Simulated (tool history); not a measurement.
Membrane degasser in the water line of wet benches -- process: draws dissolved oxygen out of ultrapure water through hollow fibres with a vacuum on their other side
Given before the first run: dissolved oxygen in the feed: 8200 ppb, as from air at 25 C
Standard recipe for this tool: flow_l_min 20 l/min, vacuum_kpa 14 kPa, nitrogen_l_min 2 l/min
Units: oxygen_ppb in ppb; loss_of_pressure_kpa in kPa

run 1 hour=0 | flow_l_min=20 vacuum_kpa=14 nitrogen_l_min=2 | oxygen_ppb=271.2 loss_of_pressure_kpa=38.27
run 2 hour=88.7 | flow_l_min=20 vacuum_kpa=14 nitrogen_l_min=2 | oxygen_ppb=273 loss_of_pressure_kpa=38.4
run 3 hour=164 | flow_l_min=20 vacuum_kpa=14 nitrogen_l_min=2.92 | oxygen_ppb=198.1 loss_of_pressure_kpa=38.33
run 4 hour=210.2 | flow_l_min=20 vacuum_kpa=14 nitrogen_l_min=2.92 | oxygen_ppb=194.5 loss_of_pressure_kpa=37.83
run 5 hour=291 | flow_l_min=20 vacuum_kpa=14 nitrogen_l_min=2 | oxygen_ppb=269.1 loss_of_pressure_kpa=38.04
run 6 hour=353.8 | flow_l_min=20 vacuum_kpa=14 nitrogen_l_min=2 | oxygen_ppb=270.1 loss_of_pressure_kpa=38.24
run 7 hour=408.4 | flow_l_min=20 vacuum_kpa=14 nitrogen_l_min=2 | oxygen_ppb=268.5 loss_of_pressure_kpa=37.99
run 8 hour=451.3 | flow_l_min=24 vacuum_kpa=14 nitrogen_l_min=2 | oxygen_ppb=329.1 loss_of_pressure_kpa=45.59
run 9 hour=540.7 | flow_l_min=25 vacuum_kpa=14 nitrogen_l_min=2 | oxygen_ppb=334.8 loss_of_pressure_kpa=47.64
run 10 hour=630.3 | flow_l_min=25 vacuum_kpa=14 nitrogen_l_min=1.45 | oxygen_ppb=438.5 loss_of_pressure_kpa=48
run 11 hour=700.9 | flow_l_min=25 vacuum_kpa=14 nitrogen_l_min=1.45 | oxygen_ppb=436.4 loss_of_pressure_kpa=47.89
run 12 hour=755.9 | flow_l_min=25 vacuum_kpa=14 nitrogen_l_min=1.45 | oxygen_ppb=431.8 loss_of_pressure_kpa=47.41
run 13 hour=826.7 | flow_l_min=25 vacuum_kpa=14 nitrogen_l_min=1.45 | oxygen_ppb=440.4 loss_of_pressure_kpa=48.29
run 14 hour=882.6 | flow_l_min=25 vacuum_kpa=14 nitrogen_l_min=1.45 | oxygen_ppb=449.8 loss_of_pressure_kpa=47.87
run 15 hour=958.4 | flow_l_min=25 vacuum_kpa=14 nitrogen_l_min=1.45 | oxygen_ppb=446.3 loss_of_pressure_kpa=47.95
run 16 hour=1011.4 | flow_l_min=25 vacuum_kpa=14 nitrogen_l_min=0.82 | oxygen_ppb=686 loss_of_pressure_kpa=48.42
run 17 hour=1065.7 | flow_l_min=25 vacuum_kpa=14 nitrogen_l_min=0.82 | oxygen_ppb=687.3 loss_of_pressure_kpa=48.22
-- hour=1072.4 vacuum gauge calibrated
run 18 hour=1154.5 | flow_l_min=12 vacuum_kpa=10.2 nitrogen_l_min=0.82 | oxygen_ppb=252.6 loss_of_pressure_kpa=22.88
run 19 hour=1243 | flow_l_min=20 vacuum_kpa=9.8 nitrogen_l_min=0.87 | oxygen_ppb=360.5 loss_of_pressure_kpa=38.31
run 20 hour=1283.6 | flow_l_min=28 vacuum_kpa=28.3 nitrogen_l_min=2 | oxygen_ppb=797 loss_of_pressure_kpa=53.9
run 21 hour=1368.3 | flow_l_min=28 vacuum_kpa=28.3 nitrogen_l_min=2 | oxygen_ppb=783.1 loss_of_pressure_kpa=53.31
run 22 hour=1447.1 | flow_l_min=29 vacuum_kpa=14 nitrogen_l_min=5.93 | oxygen_ppb=172.7 loss_of_pressure_kpa=55.73
-- hour=1490.1 seals of the vacuum lines changed
run 23 hour=1492.5 | flow_l_min=20 vacuum_kpa=25.9 nitrogen_l_min=1.6 | oxygen_ppb=630.5 loss_of_pressure_kpa=38.5
run 24 hour=1560.7 | flow_l_min=25 vacuum_kpa=24.7 nitrogen_l_min=2.76 | oxygen_ppb=474.8 loss_of_pressure_kpa=48.51
-- hour=1621.6 vacuum gauge calibrated, once more
run 25 hour=1634 | flow_l_min=15 vacuum_kpa=14 nitrogen_l_min=1.15 | oxygen_ppb=323.2 loss_of_pressure_kpa=28.99
run 26 hour=1721.1 | flow_l_min=20 vacuum_kpa=8.8 nitrogen_l_min=4.77 | oxygen_ppb=72.7 loss_of_pressure_kpa=38.99
run 27 hour=1805.6 | flow_l_min=20 vacuum_kpa=9 nitrogen_l_min=2.28 | oxygen_ppb=135.3 loss_of_pressure_kpa=38.46
run 28 hour=1872.4 | flow_l_min=20 vacuum_kpa=9 nitrogen_l_min=2.28 | oxygen_ppb=135.4 loss_of_pressure_kpa=38.73
run 29 hour=1958.5 | flow_l_min=20 vacuum_kpa=9 nitrogen_l_min=2.28 | oxygen_ppb=137.1 loss_of_pressure_kpa=38.9
run 30 hour=2042.6 | flow_l_min=25 vacuum_kpa=27.5 nitrogen_l_min=3.31 | oxygen_ppb=442.8 loss_of_pressure_kpa=48.4
run 31 hour=2119.3 | flow_l_min=25 vacuum_kpa=27.5 nitrogen_l_min=4.5 | oxygen_ppb=348.8 loss_of_pressure_kpa=48.37
run 32 hour=2206.8 | flow_l_min=25 vacuum_kpa=27.5 nitrogen_l_min=4.5 | oxygen_ppb=344.1 loss_of_pressure_kpa=48.46

Below are 4 alternative next runs, each starting from the tool's condition after run 32. Predict each:
run A hour=2261 | flow_l_min=28 vacuum_kpa=23.8 nitrogen_l_min=2.86 | oxygen_ppb=? loss_of_pressure_kpa=?
run B hour=2261 | flow_l_min=28 vacuum_kpa=33.2 nitrogen_l_min=2 | oxygen_ppb=? loss_of_pressure_kpa=?
run C hour=2261 | flow_l_min=19 vacuum_kpa=14 nitrogen_l_min=1.47 | oxygen_ppb=? loss_of_pressure_kpa=?
run D hour=2261 | flow_l_min=29 vacuum_kpa=9.9 nitrogen_l_min=3.84 | oxygen_ppb=? loss_of_pressure_kpa=?

run=A oxygen_ppb=487.3 loss_of_pressure_kpa=54.28
run=B oxygen_ppb=895.2 loss_of_pressure_kpa=54.45
run=C oxygen_ppb=332.1 loss_of_pressure_kpa=36.87
run=D oxygen_ppb=162.3 loss_of_pressure_kpa=56.42
With no hidden state in the tool, these same runs would have given:
run=A oxygen_ppb=480.6 loss_of_pressure_kpa=53.07
run=B oxygen_ppb=887.7 loss_of_pressure_kpa=53.24
run=C oxygen_ppb=326.9 loss_of_pressure_kpa=36.05
run=D oxygen_ppb=156 loss_of_pressure_kpa=55.16
